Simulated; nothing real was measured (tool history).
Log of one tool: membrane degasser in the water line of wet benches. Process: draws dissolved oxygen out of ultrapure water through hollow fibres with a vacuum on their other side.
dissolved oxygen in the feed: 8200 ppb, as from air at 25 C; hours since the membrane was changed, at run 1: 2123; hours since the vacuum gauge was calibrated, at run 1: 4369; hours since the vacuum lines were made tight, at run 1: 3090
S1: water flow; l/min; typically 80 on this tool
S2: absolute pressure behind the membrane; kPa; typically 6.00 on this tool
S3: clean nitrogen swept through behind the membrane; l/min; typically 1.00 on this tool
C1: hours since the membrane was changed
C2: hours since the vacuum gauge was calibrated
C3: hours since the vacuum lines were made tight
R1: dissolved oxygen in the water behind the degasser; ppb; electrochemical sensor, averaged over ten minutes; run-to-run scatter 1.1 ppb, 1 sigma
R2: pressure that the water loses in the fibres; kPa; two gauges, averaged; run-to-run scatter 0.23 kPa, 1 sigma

{"run": 1, "hour": 0.0, "S1": 80, "S2": 6.0, "S3": 1.0, "C1": 2123, "C2": 4369, "C3": 3090, "R1": 369.2, "R2": 59.46}
{"run": 2, "hour": 58.1, "S1": 80, "S2": 6.0, "S3": 1.0, "C1": 2181, "C2": 4427, "C3": 3148, "R1": 367.8, "R2": 59.49}
{"run": 3, "hour": 141.6, "S1": 80, "S2": 8.79, "S3": 1.0, "C1": 2265, "C2": 4511, "C3": 3232, "R1": 704.9, "R2": 59.55}
{"run": 4, "hour": 198.4, "S1": 80, "S2": 8.79, "S3": 1.0, "C1": 2321, "C2": 4567, "C3": 3288, "R1": 705.8, "R2": 59.54}
{"run": 5, "hour": 257.5, "S1": 80, "S2": 6.0, "S3": 0.44, "C1": 2380, "C2": 4626, "C3": 3347, "R1": 577.7, "R2": 59.72}
{"run": 6, "hour": 297.1, "S1": 80, "S2": 6.0, "S3": 1.0, "C1": 2420, "C2": 4666, "C3": 3387, "R1": 366.2, "R2": 59.12}
{"run": 7, "hour": 361.8, "S1": 80, "S2": 6.0, "S3": 1.0, "C1": 2485, "C2": 4731, "C3": 3452, "R1": 368.9, "R2": 59.25}
{"run": 8, "hour": 434.5, "S1": 80, "S2": 6.0, "S3": 0.76, "C1": 2557, "C2": 4803, "C3": 3525, "R1": 435.0, "R2": 59.18}
{"run": 9, "hour": 477.0, "S1": 80, "S2": 6.0, "S3": 1.0, "C1": 2600, "C2": 4846, "C3": 3567, "R1": 364.9, "R2": 59.24}
{"run": 10, "hour": 548.9, "S1": 80, "S2": 6.0, "S3": 1.0, "C1": 2672, "C2": 4918, "C3": 3639, "R1": 363.8, "R2": 59.35}
{"run": 11, "hour": 595.0, "S1": 80, "S2": 6.0, "S3": 1.0, "C1": 2718, "C2": 4964, "C3": 3685, "R1": 361.4, "R2": 59.81}
{"run": 12, "hour": 684.0, "S1": 80, "S2": 6.0, "S3": 1.0, "C1": 2807, "C2": 5053, "C3": 3774, "R1": 361.3, "R2": 59.7}
{"run": 13, "hour": 759.3, "S1": 80, "S2": 6.0, "S3": 1.0, "C1": 2882, "C2": 5128, "C3": 3849, "R1": 362.2, "R2": 59.51}
{"run": 14, "hour": 814.4, "S1": 80, "S2": 6.0, "S3": 1.0, "C1": 2937, "C2": 5183, "C3": 3904, "R1": 362.2, "R2": 59.64}
{"run": 15, "hour": 890.2, "S1": 80, "S2": 6.0, "S3": 1.0, "C1": 3013, "C2": 5259, "C3": 3980, "R1": 361.6, "R2": 59.54}
{"run": 16, "hour": 942.2, "S1": 85, "S2": 6.0, "S3": 1.0, "C1": 3065, "C2": 5311, "C3": 4032, "R1": 375.9, "R2": 63.23}
{"run": 17, "hour": 989.1, "S1": 120, "S2": 6.0, "S3": 1.0, "C1": 3112, "C2": 5358, "C3": 4079, "R1": 475.5, "R2": 88.96}
{"run": 18, "hour": 1041.1, "S1": 82, "S2": 11.81, "S3": 1.45, "C1": 3164, "C2": 5410, "C3": 4131, "R1": 815.7, "R2": 60.89}
{"hour": 1053.2, "done": "gauge calibrated"}
{"run": 19, "hour": 1126.7, "S1": 82, "S2": 11.81, "S3": 1.45, "C1": 3250, "C2": 5496, "C3": 4217, "R1": 834.4, "R2": 61.12}
{"hour": 1143.4, "done": "vacuum gauge calibrated"}
{"run": 20, "hour": 1213.1, "S1": 67, "S2": 4.58, "S3": 1.22, "C1": 3336, "C2": 70, "C3": 4303, "R1": 142.5, "R2": 50.06}
{"run": 21, "hour": 1255.5, "S1": 48, "S2": 10.74, "S3": 2.36, "C1": 3378, "C2": 112, "C3": 4345, "R1": 327.3, "R2": 35.51}
{"run": 22, "hour": 1332.2, "S1": 48, "S2": 10.74, "S3": 2.36, "C1": 3455, "C2": 189, "C3": 4422, "R1": 326.0, "R2": 35.66}
{"run": 23, "hour": 1422.4, "S1": 63, "S2": 10.44, "S3": 0.92, "C1": 3545, "C2": 279, "C3": 4512, "R1": 799.7, "R2": 46.9}
{"run": 24, "hour": 1473.7, "S1": 84, "S2": 4.41, "S3": 0.92, "C1": 3596, "C2": 330, "C3": 4563, "R1": 180.4, "R2": 62.83}
{"run": 25, "hour": 1532.0, "S1": 84, "S2": 4.41, "S3": 0.92, "C1": 3654, "C2": 389, "C3": 4622, "R1": 181.0, "R2": 62.48}
{"run": 26, "hour": 1594.6, "S1": 84, "S2": 4.41, "S3": 0.92, "C1": 3717, "C2": 451, "C3": 4684, "R1": 179.6, "R2": 62.47}
{"run": 27, "hour": 1655.0, "S1": 84, "S2": 4.41, "S3": 0.92, "C1": 3777, "C2": 512, "C3": 4745, "R1": 179.2, "R2": 62.82}
{"run": 28, "hour": 1737.2, "S1": 107, "S2": 5.94, "S3": 1.53, "C1": 3860, "C2": 594, "C3": 4827, "R1": 337.6, "R2": 79.63}
{"run": 29, "hour": 1821.3, "S1": 107, "S2": 5.94, "S3": 1.53, "C1": 3944, "C2": 678, "C3": 4911, "R1": 336.6, "R2": 79.82}
{"run": 30, "hour": 1874.3, "S1": 82, "S2": 5.23, "S3": 2.45, "C1": 3997, "C2": 731, "C3": 4964, "R1": 143.6, "R2": 60.82}
{"run": 31, "hour": 1964.2, "S1": 113, "S2": 8.57, "S3": 1.25, "C1": 4087, "C2": 821, "C3": 5054, "R1": 732.4, "R2": 83.9}

Hidden state or all else? Some run-to-run changes of R1, split into what the settings, what came in and random variation would give without the hidden state, and what is left for the hidden state (with any gauge scatter that isn't in both results):
What the log doesn't record here: membrane still open, %; true pressure behind the membrane over the reading, kPa; air that leaks in behind the membrane, l/min; drift of the gauge itself on oxygen_ppb, %; drift of the gauge itself on loss_of_pressure_kpa, %.
Run 17 -> 18: S1 120 -> 82, S2 6.00 -> 11.81, S3 1.00 -> 1.45. R1 +340.2 ppb: hidden state -10.6, all else +350.8.
Run 18 -> 19: gauge calibrated. R1 +18.7 ppb: hidden state +22.1, all else -3.4.
Run 19 -> 20: S1 82 -> 67, S2 11.81 -> 4.58, S3 1.45 -> 1.22, vacuum gauge calibrated. R1 -691.9 ppb: hidden state +1.1, all else -693.0.
Run 23 -> 24: S1 63 -> 84, S2 10.44 -> 4.41. R1 -619.3 ppb: hidden state +6.1, all else -625.4.
Run 30 -> 31: S1 82 -> 113, S2 5.23 -> 8.57, S3 2.45 -> 1.25. R1 +588.8 ppb: hidden state -15.3, all else +604.1.

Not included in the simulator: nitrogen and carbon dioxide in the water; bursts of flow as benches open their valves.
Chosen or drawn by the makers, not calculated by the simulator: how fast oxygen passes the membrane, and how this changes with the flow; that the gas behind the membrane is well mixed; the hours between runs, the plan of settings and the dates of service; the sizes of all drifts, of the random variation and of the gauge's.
